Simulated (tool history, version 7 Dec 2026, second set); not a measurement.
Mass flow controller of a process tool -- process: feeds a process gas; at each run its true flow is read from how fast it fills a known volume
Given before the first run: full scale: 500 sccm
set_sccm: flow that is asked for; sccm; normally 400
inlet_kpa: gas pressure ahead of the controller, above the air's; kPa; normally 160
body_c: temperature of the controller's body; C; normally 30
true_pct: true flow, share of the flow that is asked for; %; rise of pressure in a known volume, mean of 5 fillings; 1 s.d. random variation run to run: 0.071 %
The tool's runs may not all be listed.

Run 1, hour 0.0: usual settings. Result: true_pct 98.73 %.
Run 2, hour 59.8: usual settings but body_c 21 C. Result: true_pct 98.35 %.
Run 3, hour 155.0: usual settings but body_c 20 C. Result: true_pct 98.32 %.
Run 4, hour 215.2: usual settings. Result: true_pct 98.85 %.
Run 5, hour 305.0: usual settings. Result: true_pct 98.81 %.
Run 6, hour 379.7: usual settings. Result: true_pct 98.72 %.
Run 7, hour 432.7: usual settings. Result: true_pct 98.73 %.
Run 8, hour 492.1: usual settings. Result: true_pct 98.79 %.
Run 9, hour 562.1: usual settings. Result: true_pct 98.65 %.
Run 10, hour 657.6: usual settings but inlet_kpa 155 kPa. Result: true_pct 98.69 %.
Run 11, hour 727.5: usual settings but inlet_kpa 155 kPa. Result: true_pct 98.62 %.
Run 12, hour 814.9: usual settings but inlet_kpa 155 kPa. Result: true_pct 98.60 %.
Run 13, hour 865.2: usual settings but set_sccm 290 sccm. Result: true_pct 97.95 %.
Run 14, hour 948.5: usual settings but set_sccm 325 sccm. Result: true_pct 98.09 %.
Run 15, hour 1052.2: usual settings but set_sccm 325 sccm. Result: true_pct 98.08 %.
At hour 1057.2: controller's zero set anew.
Run 16, hour 1103.6: usual settings but set_sccm 134 sccm. Result: true_pct 96.21 %.
Run 17, hour 1201.6: usual settings but inlet_kpa 174 kPa. Result: true_pct 98.34 %.
Run 18, hour 1274.7: usual settings but inlet_kpa 174 kPa. Result: true_pct 98.26 %.
Run 19, hour 1341.2: usual settings but inlet_kpa 174 kPa. Result: true_pct 98.34 %.
Run 20, hour 1386.5: usual settings but inlet_kpa 174 kPa. Result: true_pct 98.29 %.
Run 21, hour 1442.6: usual settings but inlet_kpa 174 kPa. Result: true_pct 98.26 %.
At hour 1484.3: controller's zero set anew, once more.
Run 22, hour 1485.8: usual settings but inlet_kpa 174 kPa. Result: true_pct 98.68 %.
Run 23, hour 1563.3: usual settings but inlet_kpa 174 kPa. Result: true_pct 98.46 %.
Run 24, hour 1662.7: usual settings but body_c 37 C. Result: true_pct 98.89 %.
Run 25, hour 1765.1: usual settings but inlet_kpa 172 kPa, body_c 37 C. Result: true_pct 98.81 %.
Run 26, hour 1860.2: usual settings but set_sccm 52 sccm, inlet_kpa 227 kPa, body_c 37 C. Result: true_pct 96.18 %.
Run 27, hour 1919.8: usual settings but set_sccm 52 sccm, inlet_kpa 227 kPa, body_c 37 C. Result: true_pct 96.25 %.
Run 28, hour 2020.6: usual settings but set_sccm 52 sccm, inlet_kpa 227 kPa, body_c 37 C. Result: true_pct 96.14 %.
Run 29, hour 2114.7: usual settings but inlet_kpa 275 kPa, body_c 25 C. Result: true_pct 97.74 %.
Run 30, hour 2191.0: usual settings but inlet_kpa 275 kPa, body_c 25 C. Result: true_pct 97.71 %.
Run 31, hour 2244.9: usual settings but set_sccm 268 sccm, inlet_kpa 245 kPa. Result: true_pct 97.37 %.
Run 32, hour 2335.4: usual settings but set_sccm 268 sccm, inlet_kpa 245 kPa. Result: true_pct 97.12 %.
Run 33, hour 2432.8: usual settings but set_sccm 268 sccm, inlet_kpa 245 kPa. Result: true_pct 97.24 %.
Run 34, hour 2521.6: usual settings but set_sccm 453 sccm, inlet_kpa 167 kPa, body_c 21 C. Result: true_pct 98.54 %.

What does the tool deliver on the next run?
Run 35, hour 2588.5: usual settings but set_sccm 453 sccm, inlet_kpa 167 kPa, body_c 21 C. Result: true_pct ?.

true_pct: 98.44 %
Had the tool carried no hidden state, the very same run would have given true_pct 99.79 %.
